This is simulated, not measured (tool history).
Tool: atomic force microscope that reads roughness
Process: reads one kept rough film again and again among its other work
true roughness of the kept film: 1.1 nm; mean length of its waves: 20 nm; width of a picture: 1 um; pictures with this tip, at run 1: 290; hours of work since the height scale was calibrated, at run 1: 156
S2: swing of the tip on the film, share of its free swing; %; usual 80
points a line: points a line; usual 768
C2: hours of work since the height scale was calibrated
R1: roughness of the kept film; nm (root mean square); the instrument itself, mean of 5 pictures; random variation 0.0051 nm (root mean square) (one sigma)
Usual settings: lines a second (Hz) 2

{"run": 1, "hour": 0.0, "lines a second (Hz)": 2, "S2": 80, "points a line": 768, "pictures with this tip": 290, "C2": 156, "R1": 0.722}
{"run": 2, "hour": 8.0, "lines a second (Hz)": 2, "S2": 80, "points a line": 288, "pictures with this tip": 297, "C2": 159, "R1": 0.702}
{"run": 3, "hour": 16.1, "lines a second (Hz)": 2, "S2": 80, "points a line": 829, "pictures with this tip": 304, "C2": 163, "R1": 0.72}
{"run": 4, "hour": 24.5, "lines a second (Hz)": 2, "S2": 80, "points a line": 829, "pictures with this tip": 311, "C2": 167, "R1": 0.722}
{"run": 5, "hour": 31.1, "lines a second (Hz)": 1.06, "S2": 80, "points a line": 768, "pictures with this tip": 316, "C2": 171, "R1": 0.796}
{"run": 6, "hour": 40.7, "lines a second (Hz)": 1.06, "S2": 80, "points a line": 768, "pictures with this tip": 324, "C2": 175, "R1": 0.795}
{"run": 7, "hour": 46.1, "lines a second (Hz)": 2, "S2": 80, "points a line": 383, "pictures with this tip": 329, "C2": 178, "R1": 0.709}
{"run": 8, "hour": 54.1, "lines a second (Hz)": 2, "S2": 80, "points a line": 710, "pictures with this tip": 335, "C2": 182, "R1": 0.721}
{"run": 9, "hour": 59.5, "lines a second (Hz)": 2, "S2": 80, "points a line": 710, "pictures with this tip": 340, "C2": 185, "R1": 0.722}
{"run": 10, "hour": 69.1, "lines a second (Hz)": 2, "S2": 80, "points a line": 710, "pictures with this tip": 348, "C2": 189, "R1": 0.716}
{"run": 11, "hour": 73.8, "lines a second (Hz)": 2, "S2": 80, "points a line": 710, "pictures with this tip": 352, "C2": 191, "R1": 0.709}
{"run": 12, "hour": 78.2, "lines a second (Hz)": 2, "S2": 60, "points a line": 710, "pictures with this tip": 356, "C2": 194, "R1": 0.813}
{"run": 13, "hour": 82.3, "lines a second (Hz)": 2, "S2": 60, "points a line": 667, "pictures with this tip": 359, "C2": 196, "R1": 0.808}
{"run": 14, "hour": 86.4, "lines a second (Hz)": 2, "S2": 60, "points a line": 667, "pictures with this tip": 363, "C2": 198, "R1": 0.82}
{"run": 15, "hour": 96.3, "lines a second (Hz)": 2, "S2": 80, "points a line": 806, "pictures with this tip": 371, "C2": 202, "R1": 0.72}
{"run": 16, "hour": 100.9, "lines a second (Hz)": 2, "S2": 80, "points a line": 806, "pictures with this tip": 375, "C2": 205, "R1": 0.694}
{"run": 17, "hour": 107.1, "lines a second (Hz)": 2, "S2": 80, "points a line": 806, "pictures with this tip": 380, "C2": 208, "R1": 0.713}
{"run": 18, "hour": 114.7, "lines a second (Hz)": 2, "S2": 80, "points a line": 825, "pictures with this tip": 386, "C2": 211, "R1": 0.697}
{"hour": 116.7, "done": "new tip fitted"}
{"run": 19, "hour": 122.7, "lines a second (Hz)": 1.5, "S2": 76, "points a line": 768, "pictures with this tip": 5, "C2": 215, "R1": 0.866}
{"run": 20, "hour": 131.7, "lines a second (Hz)": 1.5, "S2": 76, "points a line": 768, "pictures with this tip": 12, "C2": 219, "R1": 0.866}
{"hour": 133.4, "done": "height scale calibrated on a step standard"}
{"run": 21, "hour": 138.1, "lines a second (Hz)": 2.25, "S2": 81, "points a line": 357, "pictures with this tip": 17, "C2": 2, "R1": 0.761}
{"run": 22, "hour": 145.0, "lines a second (Hz)": 2.25, "S2": 81, "points a line": 357, "pictures with this tip": 23, "C2": 6, "R1": 0.762}
{"run": 23, "hour": 151.1, "lines a second (Hz)": 1.13, "S2": 89, "points a line": 439, "pictures with this tip": 28, "C2": 9, "R1": 0.806}
{"run": 24, "hour": 160.0, "lines a second (Hz)": 2, "S2": 86, "points a line": 586, "pictures with this tip": 35, "C2": 13, "R1": 0.74}
{"run": 25, "hour": 169.7, "lines a second (Hz)": 3.62, "S2": 86, "points a line": 401, "pictures with this tip": 43, "C2": 18, "R1": 0.626}
{"run": 26, "hour": 174.3, "lines a second (Hz)": 0.61, "S2": 66, "points a line": 489, "pictures with this tip": 47, "C2": 20, "R1": 0.93}
{"run": 27, "hour": 180.6, "lines a second (Hz)": 1.07, "S2": 79, "points a line": 332, "pictures with this tip": 53, "C2": 23, "R1": 0.842}
{"hour": 186.0, "done": "height scale calibrated on a step standard, once more"}
{"run": 28, "hour": 188.6, "lines a second (Hz)": 1.07, "S2": 77, "points a line": 480, "pictures with this tip": 58, "C2": 1, "R1": 0.879}
{"run": 29, "hour": 195.0, "lines a second (Hz)": 1.13, "S2": 60, "points a line": 781, "pictures with this tip": 64, "C2": 4, "R1": 0.924}
{"run": 30, "hour": 200.7, "lines a second (Hz)": 1.87, "S2": 59, "points a line": 353, "pictures with this tip": 69, "C2": 7, "R1": 0.901}
{"run": 31, "hour": 207.2, "lines a second (Hz)": 2.61, "S2": 83, "points a line": 353, "pictures with this tip": 74, "C2": 10, "R1": 0.708}

How the hidden state differs across the entries between the runs, from the last listed run before each to the first after it:
Between runs 18 and 19: new tip fitted (hour 116.7)
  radius of the tip, nm: 24 -> 10.4
  measured less the result without the state, R1: -0.099 -> -0.005 nm (root mean square)
Between runs 20 and 21: height scale calibrated on a step standard (hour 133.4)
  radius of the tip, nm: 10.6 -> 10.8; height scale over the true one, %: -0.21 -> -0.35
  measured less the result without the state, R1: -0.007 -> -0.009 nm (root mean square)
Between runs 27 and 28: height scale calibrated on a step standard, once more (hour 186)
  radius of the tip, nm: 12 -> 12.2; height scale over the true one, %: -0.37 -> -0.01
  measured less the result without the state, R1: -0.02 -> -0.019 nm (root mean square)
